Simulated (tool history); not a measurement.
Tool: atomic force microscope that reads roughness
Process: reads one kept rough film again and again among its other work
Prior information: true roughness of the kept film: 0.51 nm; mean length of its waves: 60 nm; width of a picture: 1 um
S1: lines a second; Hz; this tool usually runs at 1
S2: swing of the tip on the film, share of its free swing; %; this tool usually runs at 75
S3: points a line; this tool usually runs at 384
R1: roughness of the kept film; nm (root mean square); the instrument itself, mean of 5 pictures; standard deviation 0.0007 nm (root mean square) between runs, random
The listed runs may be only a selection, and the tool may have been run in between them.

Run 1, hour 0: usual settings. Result: R1 0.473 nm (root mean square).
Run 2, hour 21.5: usual settings. Result: R1 0.4726 nm (root mean square).
Run 3, hour 72.2: usual settings. Result: R1 0.4726 nm (root mean square).
Run 4, hour 113.7: usual settings. Result: R1 0.4712 nm (root mean square).
Run 5, hour 146.3: usual settings. Result: R1 0.4704 nm (root mean square).
Run 6, hour 193.6: usual settings. Result: R1 0.4701 nm (root mean square).
Run 7, hour 245.5: usual settings. Result: R1 0.4692 nm (root mean square).
Run 8, hour 289.4: usual settings. Result: R1 0.4704 nm (root mean square).
Run 9, hour 335.7: usual settings. Result: R1 0.4697 nm (root mean square).
Run 10, hour 368.3: usual settings. Result: R1 0.4698 nm (root mean square).
At hour 381.7: new tip fitted.
Run 11, hour 406: usual settings. Result: R1 0.4712 nm (root mean square).
Run 12, hour 454.9: usual settings. Result: R1 0.4716 nm (root mean square).
Run 13, hour 490.1: usual settings. Result: R1 0.4699 nm (root mean square).
Run 14, hour 512.8: usual settings but S3 287. Result: R1 0.4698 nm (root mean square).
Run 15, hour 560.4: usual settings but S3 287. Result: R1 0.469 nm (root mean square).
Run 16, hour 591.4: usual settings but S3 287. Result: R1 0.4685 nm (root mean square).
Run 17, hour 612.9: usual settings but S1 3.25 Hz, S2 89 %, S3 287. Result: R1 0.347 nm (root mean square).
Run 18, hour 645.8: usual settings but S2 71 %, S3 363. Result: R1 0.4748 nm (root mean square).
Run 19, hour 682.2: usual settings but S1 0.55 Hz, S2 74 %, S3 851. Result: R1 0.4849 nm (root mean square).
Run 20, hour 725.3: usual settings but S1 0.85 Hz. Result: R1 0.4728 nm (root mean square).
At hour 760.4: new tip fitted.
Run 21, hour 760.4: usual settings but S1 1.28 Hz, S2 73 %, S3 407. Result: R1 0.4666 nm (root mean square).
Run 22, hour 788.1: usual settings but S1 1.28 Hz, S2 73 %, S3 407. Result: R1 0.4682 nm (root mean square).
Run 23, hour 814.2: usual settings but S1 1.66 Hz, S2 58 %, S3 965. Result: R1 0.4851 nm (root mean square).
Run 24, hour 847.1: usual settings but S1 1.91 Hz, S3 547. Result: R1 0.4453 nm (root mean square).
Run 25, hour 889.6: usual settings but S1 0.77 Hz. Result: R1 0.4766 nm (root mean square).
Run 26, hour 925.5: usual settings but S1 2.18 Hz, S2 58 %. Result: R1 0.4753 nm (root mean square).
Run 27, hour 949.5: usual settings but S1 2.18 Hz, S2 58 %. Result: R1 0.4768 nm (root mean square).
Run 28, hour 983.3: usual settings but S1 1.12 Hz, S2 56 %, S3 625. Result: R1 0.4896 nm (root mean square).
Run 29, hour 1009.6: usual settings but S1 2.42 Hz, S2 79 %. Result: R1 0.4159 nm (root mean square).

Here are 5 independent what-if runs from the current tool condition. What would each one return?
Run A, hour 1047.2: usual settings but S1 1.68 Hz, S2 76 %, S3 373. Result: R1 ?.
Run B, hour 1047.2: usual settings but S1 0.51 Hz, S2 84 %, S3 732. Result: R1 ?.
Run C, hour 1047.2: usual settings but S1 2.42 Hz, S2 79 %, S3 292. Result: R1 ?.
Run D, hour 1047.2: usual settings but S1 2.87 Hz, S2 76 %, S3 460. Result: R1 ?.
Run E, hour 1047.2: usual settings but S1 3.7 Hz, S2 79 %. Result: R1 ?.

run      R1
  A  0.4461
  B  0.4757
  C   0.415
  D  0.4152
  E  0.3819
With the hidden condition removed and each run's random variation left untouched, the same runs would have given:
run      R1
  A  0.4522
  B  0.4822
  C  0.4207
  D  0.4209
  E  0.3871
